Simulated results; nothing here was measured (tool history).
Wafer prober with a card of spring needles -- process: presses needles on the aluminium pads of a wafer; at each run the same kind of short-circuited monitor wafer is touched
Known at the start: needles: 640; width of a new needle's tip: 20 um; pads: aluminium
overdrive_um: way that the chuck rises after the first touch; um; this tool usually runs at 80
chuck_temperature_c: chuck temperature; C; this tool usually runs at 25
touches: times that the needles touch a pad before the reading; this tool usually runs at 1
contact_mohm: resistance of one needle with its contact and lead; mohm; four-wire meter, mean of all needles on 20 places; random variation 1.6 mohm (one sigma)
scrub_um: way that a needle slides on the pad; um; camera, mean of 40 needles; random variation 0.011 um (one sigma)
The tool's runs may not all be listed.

Run 1, hour 0: usual settings. Result: contact_mohm 159 mohm, scrub_um 11.63 um.
Run 2, hour 9.9: usual settings. Result: contact_mohm 160 mohm, scrub_um 11.63 um.
At hour 13.9: tips cleaned on abrasive film.
Run 3, hour 17.6: usual settings. Result: contact_mohm 161 mohm, scrub_um 11.64 um.
Run 4, hour 23.7: usual settings. Result: contact_mohm 160 mohm, scrub_um 11.63 um.
Run 5, hour 31.3: usual settings. Result: contact_mohm 162 mohm, scrub_um 11.61 um.
At hour 34.8: tips cleaned on abrasive film.
Run 6, hour 41.6: usual settings but overdrive_um 89 um. Result: contact_mohm 159 mohm, scrub_um 12.9 um.
Run 7, hour 46.4: usual settings but chuck_temperature_c 90 C. Result: contact_mohm 170 mohm, scrub_um 11.61 um.

For run 8, what comes out?
Run 8, hour 51.7: usual settings but touches 2. Result: contact_mohm ?, scrub_um ?.

Run 8 came out at contact_mohm 161 mohm, scrub_um 11.6 um.
With the hidden condition absent and the run-to-run variation left alone, this run would have shown contact_mohm 160 mohm, scrub_um 11.63 um.

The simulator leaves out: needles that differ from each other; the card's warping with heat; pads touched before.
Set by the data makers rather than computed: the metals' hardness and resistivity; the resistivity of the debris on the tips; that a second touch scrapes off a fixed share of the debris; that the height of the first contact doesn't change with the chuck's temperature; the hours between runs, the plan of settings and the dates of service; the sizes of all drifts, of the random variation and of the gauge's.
